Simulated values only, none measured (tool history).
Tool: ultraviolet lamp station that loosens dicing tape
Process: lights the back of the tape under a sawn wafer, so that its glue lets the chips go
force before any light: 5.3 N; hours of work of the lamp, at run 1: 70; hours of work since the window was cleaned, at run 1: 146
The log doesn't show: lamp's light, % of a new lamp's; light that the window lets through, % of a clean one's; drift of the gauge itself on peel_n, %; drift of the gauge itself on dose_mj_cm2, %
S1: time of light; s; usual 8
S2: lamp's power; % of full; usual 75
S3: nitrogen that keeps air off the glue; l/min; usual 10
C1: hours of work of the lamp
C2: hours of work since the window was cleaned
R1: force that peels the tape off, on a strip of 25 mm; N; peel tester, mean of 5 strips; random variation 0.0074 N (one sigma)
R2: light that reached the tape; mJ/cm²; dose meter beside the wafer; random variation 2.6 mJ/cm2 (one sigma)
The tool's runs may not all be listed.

run,day,S1,S2,S3,C1,C2,R1,R2
1,0.000,8,75,10,70,146,0.272,326
2,0.688,8,75,10,77,154,0.268,320
3,1.038,8,75,10,81,158,0.272,323
4,1.675,8,75,10,88,165,0.290,324
5,2.308,8,75,10,95,172,0.282,318
6,3.008,8,75,10,103,180,0.269,318
7,3.771,8,65,10,111,188,0.331,280
8,4.379,8,65,10,118,195,0.344,281
9,5.004,7,95,10,125,202,0.247,362
10,5.592,15,75,9,131,208,0.184,601
11,6.167,15,75,9,138,214,0.176,604
12,6.625,15,78,3,143,219,0.239,626
13,7.208,15,78,3,149,226,0.239,625

Forecast each of these 3 alternatives for the next run:
A,7.892,8,85,8,157,233,?,?
B,7.892,7,79,10,157,233,?,?
C,7.892,9,76,6,157,233,?,?

run,R1,R2
A,0.263,367
B,0.329,297
C,0.312,369
Without the tool's hidden state the same runs would have given:
run,R1,R2
A,0.263,368
B,0.328,298
C,0.311,370

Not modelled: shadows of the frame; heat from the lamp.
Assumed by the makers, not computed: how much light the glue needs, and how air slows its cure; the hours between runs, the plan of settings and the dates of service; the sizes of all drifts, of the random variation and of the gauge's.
